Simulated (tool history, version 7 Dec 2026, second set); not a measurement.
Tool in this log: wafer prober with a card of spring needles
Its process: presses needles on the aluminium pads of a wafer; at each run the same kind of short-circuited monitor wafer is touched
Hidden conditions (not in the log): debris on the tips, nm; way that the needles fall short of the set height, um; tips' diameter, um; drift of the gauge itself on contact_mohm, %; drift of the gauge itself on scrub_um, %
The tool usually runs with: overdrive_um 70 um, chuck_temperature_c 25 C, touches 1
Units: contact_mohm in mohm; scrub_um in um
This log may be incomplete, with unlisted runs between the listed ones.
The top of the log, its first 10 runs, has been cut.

run,hour,overdrive_um,chuck_temperature_c,touches,touches since the tips were cleaned,cleanings since the card got new needles,touches since the first contact's height was set,contact_mohm,scrub_um
# hour 113.4: tips cleaned on abrasive film
11,124.5,70,25,1,4486,16,92053,283,17.05
# hour 127: tips cleaned on abrasive film
12,136.2,70,25,1,3717,17,96735,286,17.03
# hour 140.2: tips cleaned on abrasive film
13,143.7,70,25,1,1444,18,99758,280,17.03
14,151.6,70,25,3,4623,18,102937,284,16.94
# hour 152.9: tips cleaned on abrasive film
15,160.7,61,25,1,3143,19,106573,292,14.74
# hour 165.7: tips cleaned on abrasive film
16,174.1,61,25,1,3398,20,111967,282,15.02
# hour 179.7: tips cleaned on abrasive film
17,189,70,25,1,3790,21,117977,278,17.14
# hour 192.7: tips cleaned on abrasive film
# hour 205.5: tips cleaned on abrasive film
18,205.5,60,25,1,0,23,124553,289,14.49
19,217.1,60,25,1,4712,23,129265,288,14.61
# hour 218.7: tips cleaned on abrasive film
# hour 231.9: tips cleaned on abrasive film
20,231.9,53,45,2,25,25,135183,296,12.82
# hour 244.8: tips cleaned on abrasive film
21,244.8,70,29,1,0,26,140352,285,16.84
22,256.9,62,27,1,4901,26,145253,282,15.15
# hour 258.1: tips cleaned on abrasive film
23,270.4,65,97,1,4995,27,150670,312,15.69
# hour 272: tips cleaned on abrasive film
24,277.7,70,31,1,2304,28,153583,283,17.23
# hour 284.9: tips cleaned on abrasive film
25,290.2,53,25,2,2167,29,158609,292,12.96
# hour 298: tips cleaned on abrasive film
26,302.5,66,66,2,1816,30,163540,294,16.16
# hour 310.7: tips cleaned on abrasive film
27,314.8,70,97,3,1646,31,168471,312,16.85
# hour 324: tips cleaned on abrasive film
28,327.5,64,29,2,1398,32,173571,287,15.43
# hour 337.4: tips cleaned on abrasive film
29,337.4,51,37,2,0,33,177558,301,12.43
30,346.6,74,33,3,3706,33,181264,286,18
# hour 350.8: tips cleaned on abrasive film
31,356.6,73,108,2,2326,34,185274,312,17.77
# hour 364: tips cleaned on abrasive film
32,369.3,58,25,2,2161,35,190408,285,14.18

Each row is a separate what-if for the run after 32, all from the same tool condition, not one after another. Results?
# hour 377.3: tips cleaned on abrasive film
A,383.6,54,33,2,2579,36,196152,?,?
# hour 377.3: tips cleaned on abrasive film
B,383.6,75,25,1,2579,36,196152,?,?
# hour 377.3: tips cleaned on abrasive film
C,383.6,65,86,3,2579,36,196152,?,?
# hour 377.3: tips cleaned on abrasive film
D,383.6,84,79,2,2579,36,196152,?,?

run,contact_mohm,scrub_um
A,293,13.08
B,283,18.13
C,306,15.68
D,297,20.35
Stripped of hidden state, with their random variation kept, the same runs would have yielded:
run,contact_mohm,scrub_um
A,293,13.09
B,282,18.14
C,306,15.68
D,297,20.35
